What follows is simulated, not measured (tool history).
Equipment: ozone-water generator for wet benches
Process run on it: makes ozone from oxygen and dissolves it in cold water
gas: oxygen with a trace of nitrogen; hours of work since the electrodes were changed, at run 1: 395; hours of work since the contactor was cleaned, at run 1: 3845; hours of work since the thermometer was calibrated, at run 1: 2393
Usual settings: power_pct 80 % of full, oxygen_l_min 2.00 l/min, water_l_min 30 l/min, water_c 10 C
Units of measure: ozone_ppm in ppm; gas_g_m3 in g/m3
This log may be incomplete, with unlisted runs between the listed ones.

run    hour  power_pct  oxygen_l_min  water_l_min  water_c  hours of work since the electrodes were changed  hours of work since the contactor was cleaned  hours of work since the thermometer was calibrated  ozone_ppm  gas_g_m3
  1     0.0         80          2.00           30       10                                              395                                           3845                                                2393        9.3     238.1
  2    36.7         80          2.00           30       10                                              419                                           3869                                                2417        9.1     240.5
  3    55.3         80          2.00           30       10                                              431                                           3881                                                2430        9.3     238.9
  4    74.0         80          2.00           30       10                                              443                                           3893                                                2442        9.3     240.8
  5   110.3         80          2.00           30        8                                              467                                           3917                                                2466        9.3     241.3
  6   147.4         80          2.00           30        8                                              492                                           3941                                                2490        9.2     239.2
  7   186.5         80          2.00           30        8                                              517                                           3967                                                2516        9.0     237.2
  8   221.5         80          2.00           30        8                                              540                                           3990                                                2539        9.2     239.9
  9   254.9         80          2.00           39       10                                              562                                           4012                                                2561        6.7     239.7
 10   295.8         80          2.00           39       10                                              589                                           4039                                                2587        6.6     238.9
 11   319.7         80          2.00           39       10                                              605                                           4055                                                2603        6.6     241.4
 12   354.3         80          2.00           30       10                                              627                                           4077                                                2626        9.2     241.0
 13   378.9         80          2.00           30       10                                              643                                           4093                                                2642        9.3     240.0
 14   400.3         80          2.00           30       10                                              657                                           4107                                                2656        9.1     238.8
 15   440.2         80          2.84           30       10                                              684                                           4134                                                2682        9.8     187.8
 16   475.1         80          1.19           30       10                                              707                                           4156                                                2705        8.2     338.3
 17   513.8         80          2.00           30       10                                              732                                           4182                                                2730        9.2     240.6
 18   545.0         80          2.00           30       10                                              752                                           4202                                                2751        9.4     239.8
      556.8  -- contactor cleaned
 19   592.2         42          2.00           19       10                                              781                                             23                                                2779       10.6     168.9
 20   635.5         80          1.12           20        6                                              809                                             52                                                2808       13.2     353.6
 21   655.0         80          2.00           22       13                                              822                                             64                                                2820       12.7     239.4
 22   695.6         67          2.00           42        6                                              849                                             91                                                2847        5.5     218.8
 23   713.8         80          2.00           30       13                                              861                                            103                                                2859        9.2     240.9
 24   744.9         80          2.12           30       10                                              881                                            123                                                2879        9.3     229.0
 25   779.3         80          2.12           30       10                                              904                                            146                                                2902        9.3     230.6
 26   821.5         80          1.16           36       12                                              931                                            174                                                2930        6.6     342.2
 27   848.9         80          1.16           29       12                                              949                                            192                                                2948        8.4     348.1
 28   889.8         80          3.48           29        9                                              976                                            219                                                2975       10.4     164.7
 29   922.5         50          1.35           45       18                                              997                                            240                                                2996        3.8     243.4
 30   952.6         80          2.00           24       11                                             1017                                            260                                                3016       11.8     237.8
 31   994.2         80          2.00           22       10                                             1045                                            287                                                3043       13.0     240.4
 32  1034.3         80          2.00           22       10                                             1071                                            313                                                3069       12.8     237.7
 33  1075.3         80          2.00           30        6                                             1098                                            340                                                3096        9.4     240.5

Entry by entry between the runs, the difference in hidden state between the last listed run before and the first listed run after:
Between runs 18 and 19: contactor cleaned (hour 556.8)
  contactor's efficiency, % of a clean one's: 99.8 -> 100

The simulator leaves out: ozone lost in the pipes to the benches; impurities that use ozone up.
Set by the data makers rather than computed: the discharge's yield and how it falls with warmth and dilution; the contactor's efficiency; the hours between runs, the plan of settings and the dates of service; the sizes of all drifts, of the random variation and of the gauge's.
